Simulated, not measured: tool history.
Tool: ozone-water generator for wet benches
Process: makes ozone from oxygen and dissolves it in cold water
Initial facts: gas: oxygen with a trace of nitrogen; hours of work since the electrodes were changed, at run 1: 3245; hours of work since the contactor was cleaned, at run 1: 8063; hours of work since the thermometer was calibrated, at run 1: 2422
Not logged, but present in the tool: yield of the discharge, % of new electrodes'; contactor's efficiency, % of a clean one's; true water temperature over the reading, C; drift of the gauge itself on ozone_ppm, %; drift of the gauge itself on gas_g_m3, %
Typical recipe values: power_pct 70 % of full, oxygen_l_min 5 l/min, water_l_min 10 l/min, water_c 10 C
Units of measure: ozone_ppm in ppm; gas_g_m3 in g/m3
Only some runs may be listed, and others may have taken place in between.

run,hour,power_pct,oxygen_l_min,water_l_min,water_c,hours of work since the electrodes were changed,hours of work since the contactor was cleaned,hours of work since the thermometer was calibrated,ozone_ppm,gas_g_m3
1,0,70,5,10,10,3245,8063,2422,32.6,218.6
2,75.6,70,5,10,10,3296,8115,2474,32.5,220.2
3,129.7,70,5,10,10,3333,8152,2511,32.5,219.5
4,246.7,70,5,10,10,3413,8231,2591,32.3,218.3
5,364.3,70,3.43,10,10,3493,8311,2671,33.7,276
6,476,70,3.43,10,10,3569,8388,2747,33.8,272.5
7,536.3,70,4.62,10,10,3611,8429,2788,32.3,230.4
8,630.9,70,8.63,10,10,3675,8493,2853,29,157.1
9,708.7,70,7.99,10,10,3728,8546,2906,28.9,163.6
10,822,70,7.99,10,10,3805,8623,2983,29.5,165.3
11,940.2,70,5,6,10,3886,8704,3063,44,217.2
12,1023.2,70,5.54,6,10,3942,8761,3120,42.8,203.8
13,1101.7,70,5,10,10,3996,8814,3173,32.2,217
14,1183.5,70,5,10,10,4052,8870,3229,32.1,216.9
15,1282.8,70,5,10,10,4119,8938,3297,31.7,220.2
16,1397.8,50,3.66,10,11,4198,9016,3375,24,190.4
17,1471.3,81,5.5,10,11,4248,9066,3425,35.9,232.7
18,1526.1,89,4.5,10,5,4285,9103,3463,44.3,291.5
19,1600.6,86,3.26,8,12,4336,9154,3514,47.7,337.3
20,1695.3,52,4.17,10,8,4401,9219,3578,25.8,182.9
21,1791.8,58,4.17,7,7,4466,9285,3644,37,203.4
22,1891.8,70,5,10,15,4534,9353,3712,29.6,214.5
23,1976.9,58,5,7,6,4593,9411,3770,37.1,180.3
24,2071.5,70,4.55,15,10,4657,9475,3834,24,228.5
# hour 2160.8: water thermometer calibrated
25,2179.9,70,4.55,15,10,4731,9549,13,23.8,227.4
26,2250.3,70,3.48,7,10,4779,9597,61,43.9,264.9
27,2373.2,70,3.48,7,10,4862,9681,145,44.2,264.4
28,2437.5,70,3.48,7,10,4906,9724,189,43.5,267.5
29,2564.6,52,8.48,10,10,4993,9811,275,21.9,116.6
30,2644,52,8.48,10,10,5047,9865,329,21.7,117.7

Branching from run 30: 4 alternative next runs. What would each branch give?
A,2723.7,52,7.76,10,10,5101,9919,384,?,?
B,2723.7,52,2.51,14,9,5101,9919,384,?,?
C,2723.7,50,2.99,10,11,5101,9919,384,?,?
D,2723.7,57,5,6,10,5101,9919,384,?,?

run,ozone_ppm,gas_g_m3
A,22.2,123.2
B,19,247.6
C,24.2,213.2
D,36.3,179.6
What these runs would have given with no unlogged condition in the tool:
run,ozone_ppm,gas_g_m3
A,22.3,126.7
B,19,254.7
C,24.2,219.3
D,36.3,184.7
